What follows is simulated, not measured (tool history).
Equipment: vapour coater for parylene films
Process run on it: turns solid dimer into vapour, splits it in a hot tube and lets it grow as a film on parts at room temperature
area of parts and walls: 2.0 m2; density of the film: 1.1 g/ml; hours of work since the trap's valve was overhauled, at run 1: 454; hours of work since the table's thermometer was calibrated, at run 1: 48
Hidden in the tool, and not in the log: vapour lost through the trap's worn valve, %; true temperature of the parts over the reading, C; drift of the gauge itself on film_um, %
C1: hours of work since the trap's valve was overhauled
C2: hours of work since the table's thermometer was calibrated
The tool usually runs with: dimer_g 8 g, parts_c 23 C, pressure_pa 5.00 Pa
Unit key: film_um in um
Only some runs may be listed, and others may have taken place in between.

Run 1, hour 0.0: usual settings; C1 454; C2 48. Result: film_um 2.57 um.
Run 2, hour 12.3: usual settings but pressure_pa 4.04 Pa; C1 460; C2 54. Result: film_um 2.62 um.
Run 3, hour 20.2: usual settings; C1 464; C2 58. Result: film_um 2.54 um.
Run 4, hour 31.0: usual settings; C1 470; C2 63. Result: film_um 2.60 um.
Run 5, hour 39.6: usual settings but parts_c 32 C; C1 474; C2 67. Result: film_um 2.16 um.
Run 6, hour 51.0: usual settings; C1 480; C2 73. Result: film_um 2.57 um.
Run 7, hour 59.5: usual settings; C1 484; C2 77. Result: film_um 2.54 um.
Run 8, hour 66.7: usual settings but dimer_g 7 g; C1 488; C2 81. Result: film_um 2.19 um.
Run 9, hour 74.7: usual settings; C1 492; C2 85. Result: film_um 2.54 um.
Run 10, hour 89.7: usual settings but parts_c 33 C; C1 499; C2 93. Result: film_um 2.10 um.
Run 11, hour 104.1: usual settings but parts_c 33 C; C1 506; C2 100. Result: film_um 2.08 um.
Run 12, hour 114.7: usual settings but dimer_g 3 g; C1 512; C2 105. Result: film_um 0.95 um.
Run 13, hour 125.8: usual settings but dimer_g 3 g; C1 517; C2 111. Result: film_um 0.97 um.
At hour 131.0: trap's valve overhauled.
Run 14, hour 138.8: usual settings but parts_c 31 C; C1 4; C2 115. Result: film_um 2.08 um.
Run 15, hour 150.0: usual settings but parts_c 31 C; C1 10; C2 121. Result: film_um 2.03 um.
Run 16, hour 166.8: usual settings but dimer_g 11 g, parts_c 31 C, pressure_pa 2.85 Pa; C1 18; C2 129. Result: film_um 2.90 um.
Run 17, hour 176.8: usual settings but dimer_g 7 g, parts_c 16 C, pressure_pa 4.64 Pa; C1 23; C2 134. Result: film_um 2.44 um.
Run 18, hour 187.4: usual settings but dimer_g 7 g, parts_c 16 C, pressure_pa 4.64 Pa; C1 28; C2 140. Result: film_um 2.46 um.
Run 19, hour 195.9: usual settings but dimer_g 9 g, parts_c 26 C, pressure_pa 3.49 Pa; C1 33; C2 144. Result: film_um 2.59 um.
Run 20, hour 208.1: usual settings but parts_c 29 C, pressure_pa 8.45 Pa; C1 39; C2 150. Result: film_um 2.01 um.
At hour 222.3: trap's valve overhauled, once more.
Run 21, hour 222.3: usual settings but dimer_g 13 g, parts_c 29 C, pressure_pa 11.89 Pa; C1 0; C2 155. Result: film_um 3.80 um.
Run 22, hour 233.9: usual settings but parts_c 27 C, pressure_pa 4.31 Pa; C1 6; C2 161. Result: film_um 2.60 um.
Run 23, hour 245.9: usual settings but dimer_g 12 g, parts_c 30 C, pressure_pa 4.85 Pa; C1 12; C2 167. Result: film_um 3.64 um.
Run 24, hour 257.0: usual settings but dimer_g 11 g, pressure_pa 2.18 Pa; C1 17; C2 173. Result: film_um 4.10 um.
Run 25, hour 270.4: usual settings but dimer_g 11 g, parts_c 33 C, pressure_pa 2.18 Pa; C1 24; C2 179. Result: film_um 3.31 um.
Run 26, hour 279.4: usual settings but dimer_g 11 g, parts_c 33 C, pressure_pa 2.18 Pa; C1 29; C2 184. Result: film_um 3.39 um.
Run 27, hour 292.6: usual settings but dimer_g 11 g, parts_c 33 C, pressure_pa 2.18 Pa; C1 35; C2 191. Result: film_um 3.31 um.

Forecast each of these 5 alternatives for the next run:
Run A, hour 305.0: usual settings but dimer_g 7 g, parts_c 17 C, pressure_pa 4.51 Pa; C1 42; C2 197. Result: film_um ?.
Run B, hour 305.0: usual settings but parts_c 33 C, pressure_pa 6.21 Pa; C1 42; C2 197. Result: film_um ?.
Run C, hour 305.0: usual settings but dimer_g 3 g, parts_c 19 C, pressure_pa 3.18 Pa; C1 42; C2 197. Result: film_um ?.
Run D, hour 305.0: usual settings but pressure_pa 6.96 Pa; C1 42; C2 197. Result: film_um ?.
Run E, hour 305.0: usual settings but pressure_pa 10.84 Pa; C1 42; C2 197. Result: film_um ?.

run  film_um
  A     2.80
  B     2.23
  C     1.20
  D     2.74
  E     2.67
The same runs, with their run-to-run variation unchanged, on a tool lacking any hidden condition would have given:
run  film_um
  A     2.84
  B     2.26
  C     1.22
  D     2.77
  E     2.70

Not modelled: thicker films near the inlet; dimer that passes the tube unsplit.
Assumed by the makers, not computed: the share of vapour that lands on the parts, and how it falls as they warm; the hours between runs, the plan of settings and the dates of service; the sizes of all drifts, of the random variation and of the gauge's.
